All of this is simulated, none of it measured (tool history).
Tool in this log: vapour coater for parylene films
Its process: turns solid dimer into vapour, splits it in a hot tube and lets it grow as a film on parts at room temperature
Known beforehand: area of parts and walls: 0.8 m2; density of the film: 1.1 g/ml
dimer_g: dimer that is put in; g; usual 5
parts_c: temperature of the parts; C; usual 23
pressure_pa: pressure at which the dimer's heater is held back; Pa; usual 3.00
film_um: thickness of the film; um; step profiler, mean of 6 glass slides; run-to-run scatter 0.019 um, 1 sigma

| run | hour | dimer_g | parts_c | pressure_pa | film_um |
|---|---|---|---|---|---|
| 1 | 0.0 | 5 | 23 | 3.00 | 2.86 |
| 2 | 24.5 | 5 | 23 | 3.00 | 2.84 |
| 3 | 51.0 | 5 | 23 | 3.00 | 2.84 |
| 4 | 74.5 | 5 | 23 | 3.00 | 2.83 |
| 5 | 100.5 | 5 | 23 | 3.00 | 2.85 |
| 6 | 114.5 | 5 | 23 | 3.00 | 2.86 |
|  | 131.3 | trap's valve overhauled |
| 7 | 147.8 | 5 | 23 | 3.00 | 2.84 |
| 8 | 161.9 | 5 | 31 | 2.11 | 2.02 |
| 9 | 192.7 | 5 | 21 | 3.91 | 3.01 |
| 10 | 221.6 | 7 | 21 | 5.27 | 4.13 |
| 11 | 244.6 | 7 | 21 | 5.27 | 4.11 |
| 12 | 276.0 | 7 | 21 | 5.27 | 4.06 |
| 13 | 300.1 | 4 | 21 | 5.27 | 2.35 |
| 14 | 314.1 | 4 | 21 | 5.27 | 2.33 |

Alternative continuations, all from the tool just after run 14; predict every row:
| A | 340.5 | 3 | 29 | 2.88 | ? |
| B | 340.5 | 3 | 23 | 3.69 | ? |
| C | 340.5 | 5 | 23 | 3.00 | ? |

| run | film_um |
|---|---|
| A | 1.28 |
| B | 1.67 |
| C | 2.89 |
Without the tool's hidden state the same runs would have given:
| run | film_um |
|---|---|
| A | 1.28 |
| B | 1.67 |
| C | 2.89 |
